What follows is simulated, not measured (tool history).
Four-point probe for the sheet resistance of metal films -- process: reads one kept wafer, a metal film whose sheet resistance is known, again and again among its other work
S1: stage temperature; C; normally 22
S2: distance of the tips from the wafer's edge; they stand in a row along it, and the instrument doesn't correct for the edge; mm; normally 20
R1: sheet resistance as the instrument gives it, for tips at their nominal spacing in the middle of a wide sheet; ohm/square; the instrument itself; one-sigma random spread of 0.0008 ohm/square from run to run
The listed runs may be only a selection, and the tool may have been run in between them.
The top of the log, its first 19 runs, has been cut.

run 20 hour=1191 | S1=20 S2=35 | R1=3.995864
run 21 hour=1272.6 | S1=27 S2=16 | R1=3.989661
run 22 hour=1332 | S1=27 S2=16 | R1=3.988294
run 23 hour=1383.9 | S1=21 S2=5 | R1=4.014695
run 24 hour=1461.3 | S1=18 S2=16 | R1=3.998896
run 25 hour=1533.7 | S1=18 S2=16 | R1=3.998293
run 26 hour=1609.9 | S1=26 S2=69 | R1=3.986985
run 27 hour=1683.6 | S1=27 S2=27 | R1=3.98454
run 28 hour=1762.6 | S1=27 S2=27 | R1=3.984651
run 29 hour=1803.6 | S1=22 S2=4 | R1=4.022567
run 30 hour=1872 | S1=19 S2=5 | R1=4.013531
-- hour=1886 new probe head fitted
run 31 hour=1940.7 | S1=22 S2=11 | R1=4.026638
run 32 hour=1994.2 | S1=25 S2=16 | R1=4.020264
run 33 hour=2046.3 | S1=25 S2=16 | R1=4.019871
run 34 hour=2092.8 | S1=19 S2=5 | R1=4.046177

Each row is a separate what-if for the run after 34, all from the same tool condition, not one after another. Results?
run A hour=2175.7 | S1=19 S2=55 | R1=?
run B hour=2175.7 | S1=34 S2=64 | R1=?
run C hour=2175.7 | S1=23 S2=5 | R1=?
run D hour=2175.7 | S1=23 S2=4 | R1=?

run=A R1=4.024304
run=B R1=4.00655
run=C R1=4.041616
run=D R1=4.053592
With no hidden state in the tool, these same runs would have given:
run=A R1=4.021075
run=B R1=4.003652
run=C R1=4.038459
run=D R1=4.050424

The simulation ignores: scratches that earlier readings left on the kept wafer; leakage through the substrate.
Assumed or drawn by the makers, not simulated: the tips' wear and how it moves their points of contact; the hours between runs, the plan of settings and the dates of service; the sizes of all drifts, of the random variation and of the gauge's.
